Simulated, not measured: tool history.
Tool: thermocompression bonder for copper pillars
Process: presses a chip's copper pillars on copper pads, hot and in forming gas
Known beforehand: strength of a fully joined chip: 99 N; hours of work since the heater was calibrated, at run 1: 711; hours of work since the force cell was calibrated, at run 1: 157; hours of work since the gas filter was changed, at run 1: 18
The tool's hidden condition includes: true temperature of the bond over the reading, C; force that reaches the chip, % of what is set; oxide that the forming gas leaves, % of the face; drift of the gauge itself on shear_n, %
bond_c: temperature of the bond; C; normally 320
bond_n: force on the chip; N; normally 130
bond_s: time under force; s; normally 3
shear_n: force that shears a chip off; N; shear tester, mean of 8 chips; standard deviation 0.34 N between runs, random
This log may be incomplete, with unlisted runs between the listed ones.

| run | day | bond_c | bond_n | bond_s | hours of work since the heater was calibrated | hours of work since the force cell was calibrated | hours of work since the gas filter was changed | shear_n |
|---|---|---|---|---|---|---|---|---|
| 1 | 0 | 320 | 130 | 3 | 711 | 157 | 18 | 49.2 |
| 2 | 1.183 | 320 | 182 | 3 | 724 | 170 | 31 | 59.8 |
| 3 | 2.138 | 320 | 182 | 3 | 735 | 181 | 42 | 57.9 |
| 4 | 3.762 | 320 | 182 | 3 | 753 | 199 | 60 | 58.9 |
| 5 | 4.654 | 320 | 147 | 3 | 763 | 209 | 70 | 52.8 |
| 6 | 5.446 | 320 | 147 | 3 | 772 | 218 | 79 | 52.3 |
| 7 | 6.825 | 320 | 147 | 3 | 787 | 233 | 95 | 52.3 |
| 8 | 8.012 | 320 | 85 | 9 | 801 | 246 | 108 | 55.2 |
| 9 | 9.046 | 320 | 157 | 9 | 812 | 258 | 119 | 74.1 |
|  | 10.05 | forming gas filter changed |
| 10 | 10.55 | 340 | 130 | 5 | 829 | 274 | 6 | 65 |
| 11 | 11.929 | 340 | 130 | 5 | 844 | 290 | 21 | 65 |
| 12 | 13.154 | 330 | 183 | 2 | 858 | 304 | 35 | 54.9 |

What if the next run were any one of these 4? Each begins from the tool's condition after run 12:
| A | 14.979 | 339 | 104 | 3 | 878 | 324 | 55 | ? |
| B | 14.979 | 330 | 180 | 2 | 878 | 324 | 55 | ? |
| C | 14.979 | 339 | 84 | 3 | 878 | 324 | 55 | ? |
| D | 14.979 | 320 | 130 | 3 | 878 | 324 | 55 | ? |

| run | shear_n |
|---|---|
| A | 48.7 |
| B | 55.4 |
| C | 42.5 |
| D | 49.1 |
With no hidden state in the tool, these same runs would have given:
| run | shear_n |
|---|---|
| A | 48.7 |
| B | 55.4 |
| C | 42.5 |
| D | 49.1 |
